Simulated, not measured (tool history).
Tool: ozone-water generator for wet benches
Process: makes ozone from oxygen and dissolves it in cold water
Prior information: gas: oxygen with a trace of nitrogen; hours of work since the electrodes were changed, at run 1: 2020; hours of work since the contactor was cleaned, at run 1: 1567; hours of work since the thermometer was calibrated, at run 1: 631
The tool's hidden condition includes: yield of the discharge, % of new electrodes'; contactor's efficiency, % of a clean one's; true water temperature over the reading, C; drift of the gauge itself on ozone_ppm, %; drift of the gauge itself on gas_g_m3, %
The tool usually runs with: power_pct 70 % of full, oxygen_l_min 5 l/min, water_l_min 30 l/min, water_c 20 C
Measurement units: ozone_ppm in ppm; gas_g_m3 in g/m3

| run | hour | power_pct | oxygen_l_min | water_l_min | water_c | hours of work since the electrodes were changed | hours of work since the contactor was cleaned | hours of work since the thermometer was calibrated | ozone_ppm | gas_g_m3 |
|---|---|---|---|---|---|---|---|---|---|---|
| 1 | 0 | 70 | 5 | 30 | 20 | 2020 | 1567 | 631 | 12.5 | 211.3 |
| 2 | 35.4 | 70 | 5 | 30 | 20 | 2050 | 1597 | 661 | 12.8 | 211.9 |
| 3 | 108.4 | 70 | 4.09 | 30 | 20 | 2112 | 1660 | 723 | 11.9 | 231.3 |
| 4 | 172.4 | 70 | 4.09 | 30 | 20 | 2167 | 1714 | 778 | 11.8 | 229.5 |
| 5 | 226.2 | 70 | 4.09 | 30 | 20 | 2212 | 1760 | 823 | 11.9 | 229 |
|  | 232.8 | water thermometer calibrated |
| 6 | 268.9 | 70 | 4.09 | 30 | 20 | 2248 | 1796 | 31 | 11.7 | 229.4 |
| 7 | 301.6 | 70 | 4.09 | 30 | 20 | 2276 | 1824 | 59 | 11.7 | 229.5 |
| 8 | 355.2 | 70 | 4.09 | 30 | 20 | 2322 | 1869 | 104 | 11.5 | 225.8 |
| 9 | 427.1 | 70 | 4.09 | 30 | 20 | 2383 | 1931 | 166 | 11.6 | 227.7 |
| 10 | 494.1 | 70 | 4.09 | 30 | 25 | 2440 | 1988 | 223 | 11 | 224.9 |
|  | 517.6 | water thermometer calibrated, once more |
| 11 | 555.5 | 74 | 5 | 30 | 26 | 2492 | 2040 | 32 | 11.4 | 214.5 |
| 12 | 622.5 | 74 | 5 | 30 | 26 | 2549 | 2097 | 89 | 11.1 | 210.7 |
| 13 | 684.9 | 47 | 3.56 | 27 | 15 | 2602 | 2150 | 142 | 10.2 | 188.4 |
| 14 | 751.2 | 63 | 8.3 | 30 | 20 | 2659 | 2206 | 199 | 12.2 | 155 |
| 15 | 786.4 | 50 | 8.3 | 20 | 24 | 2689 | 2236 | 229 | 13.7 | 133.3 |

Below, each run's measurement less what the same run would have read without the hidden state. Both values contain the same run-to-run variation, but the gauge's scatter may not be the same in both:
| run | ozone_ppm | gas_g_m3 |
|---|---|---|
| 1 | -2.4 | -28.5 |
| 2 | -2.5 | -29 |
| 3 | -2.4 | -32.6 |
| 4 | -2.5 | -33.6 |
| 5 | -2.5 | -34.1 |
| 6 | -2.5 | -35 |
| 7 | -2.6 | -35.2 |
| 8 | -2.6 | -35.7 |
| 9 | -2.7 | -37 |
| 10 | -2.6 | -37.8 |
| 11 | -2.9 | -38 |
| 12 | -3 | -38.4 |
| 13 | -2.1 | -25.3 |
| 14 | -3 | -26.7 |
| 15 | -2.9 | -19.7 |

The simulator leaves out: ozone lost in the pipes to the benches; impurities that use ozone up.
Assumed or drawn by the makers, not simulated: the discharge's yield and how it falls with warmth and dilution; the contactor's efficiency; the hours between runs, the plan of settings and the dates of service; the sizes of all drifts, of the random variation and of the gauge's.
